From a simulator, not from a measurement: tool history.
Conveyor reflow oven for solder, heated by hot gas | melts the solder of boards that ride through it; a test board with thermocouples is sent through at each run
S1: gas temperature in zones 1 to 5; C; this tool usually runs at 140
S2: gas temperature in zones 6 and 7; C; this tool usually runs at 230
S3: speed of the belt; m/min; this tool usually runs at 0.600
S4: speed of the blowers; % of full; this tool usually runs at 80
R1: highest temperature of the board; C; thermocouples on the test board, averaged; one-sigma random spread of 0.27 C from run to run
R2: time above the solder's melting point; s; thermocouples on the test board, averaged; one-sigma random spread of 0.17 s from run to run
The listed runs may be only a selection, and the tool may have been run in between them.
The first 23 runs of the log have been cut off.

run   hour   S1   S2     S3  S4     R1    R2
 24  478.7  140  219  0.684  52  195.2  20.3
 25  501.4  143  230  0.704  80  211.5  36.2
 26  516.0  143  230  0.704  80  211.6  36.3
 27  542.2  143  230  0.704  73  209.2  34.7
 28  556.3  143  230  0.704  73  210.0  34.9
 29  579.8  146  230  0.516  80  219.2  58.6
 30  596.8  146  230  0.516  80  219.6  58.2
 31  615.7  140  230  0.680  60  206.2  31.8

Each row is a separate what-if for the run after 31, all from the same tool condition, not one after another. Results?
  A  640.3  140  230  0.715  60   ?   ?
  B  640.3  140  230  0.645  60   ?   ?
  C  640.3  140  241  0.542  80   ?   ?
  D  640.3  140  230  0.586  80   ?   ?

run     R1    R2
  A  204.3  28.4
  B  208.0  35.2
  C  227.2  57.6
  D  215.1  46.7
Had the tool no hidden state, the same runs would have come out as:
run     R1    R2
  A  206.9  30.3
  B  210.5  36.9
  C  229.8  58.2
  D  217.6  47.9
